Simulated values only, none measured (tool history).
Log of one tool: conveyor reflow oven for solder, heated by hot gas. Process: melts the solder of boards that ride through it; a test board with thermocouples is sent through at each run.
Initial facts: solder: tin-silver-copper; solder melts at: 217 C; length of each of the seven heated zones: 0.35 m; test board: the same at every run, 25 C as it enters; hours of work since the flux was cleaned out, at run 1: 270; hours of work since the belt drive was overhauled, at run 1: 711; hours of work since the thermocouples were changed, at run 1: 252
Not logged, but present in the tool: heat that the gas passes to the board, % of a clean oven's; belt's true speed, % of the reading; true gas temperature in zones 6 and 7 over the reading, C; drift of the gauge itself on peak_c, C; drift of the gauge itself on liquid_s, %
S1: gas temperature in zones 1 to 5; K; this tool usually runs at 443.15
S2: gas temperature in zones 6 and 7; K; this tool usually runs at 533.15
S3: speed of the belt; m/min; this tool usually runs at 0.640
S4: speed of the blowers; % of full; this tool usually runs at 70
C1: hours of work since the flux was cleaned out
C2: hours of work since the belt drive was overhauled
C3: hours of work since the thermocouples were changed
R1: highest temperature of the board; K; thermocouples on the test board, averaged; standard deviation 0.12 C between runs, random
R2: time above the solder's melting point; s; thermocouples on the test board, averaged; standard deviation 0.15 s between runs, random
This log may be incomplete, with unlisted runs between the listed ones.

run,hour,S1,S2,S3,S4,C1,C2,C3,R1,R2
1,0.0,443.15,533.15,0.640,70,270,711,252,516.35,42.1
2,19.5,443.15,533.15,0.640,70,285,726,267,516.55,42.1
3,46.4,443.15,533.15,0.640,70,306,747,288,516.25,42.1
4,81.6,443.15,533.15,0.640,70,333,774,316,516.45,42.1
5,112.4,443.15,533.15,0.640,70,357,798,340,516.35,42.2
6,148.6,443.15,533.15,0.640,70,385,826,368,516.45,42.1
7,167.9,443.15,533.15,0.640,70,400,841,383,516.25,42.0
8,193.7,443.15,533.15,0.640,70,420,862,403,516.25,42.2
9,218.8,443.15,533.15,0.640,70,440,881,423,516.25,42.0
# hour 234.4: flux residue cleaned out of gas plates and filters
10,256.3,444.15,525.15,0.619,55,17,906,448,507.25,34.0
# hour 296.9: belt drive overhauled, speed set with a stopwatch
11,302.7,443.15,533.15,0.644,61,50,5,481,514.05,38.4
12,320.9,443.15,533.15,0.657,56,64,19,495,511.25,34.1

Run 13 comes next. What will it give?
13,361.7,443.15,533.15,0.657,56,96,51,527,?,?

R1: 511.45 K
R2: 33.8 s
With the hidden condition absent and the run-to-run variation left alone, this run would have shown R1 511.25 K, R2 33.6 s.

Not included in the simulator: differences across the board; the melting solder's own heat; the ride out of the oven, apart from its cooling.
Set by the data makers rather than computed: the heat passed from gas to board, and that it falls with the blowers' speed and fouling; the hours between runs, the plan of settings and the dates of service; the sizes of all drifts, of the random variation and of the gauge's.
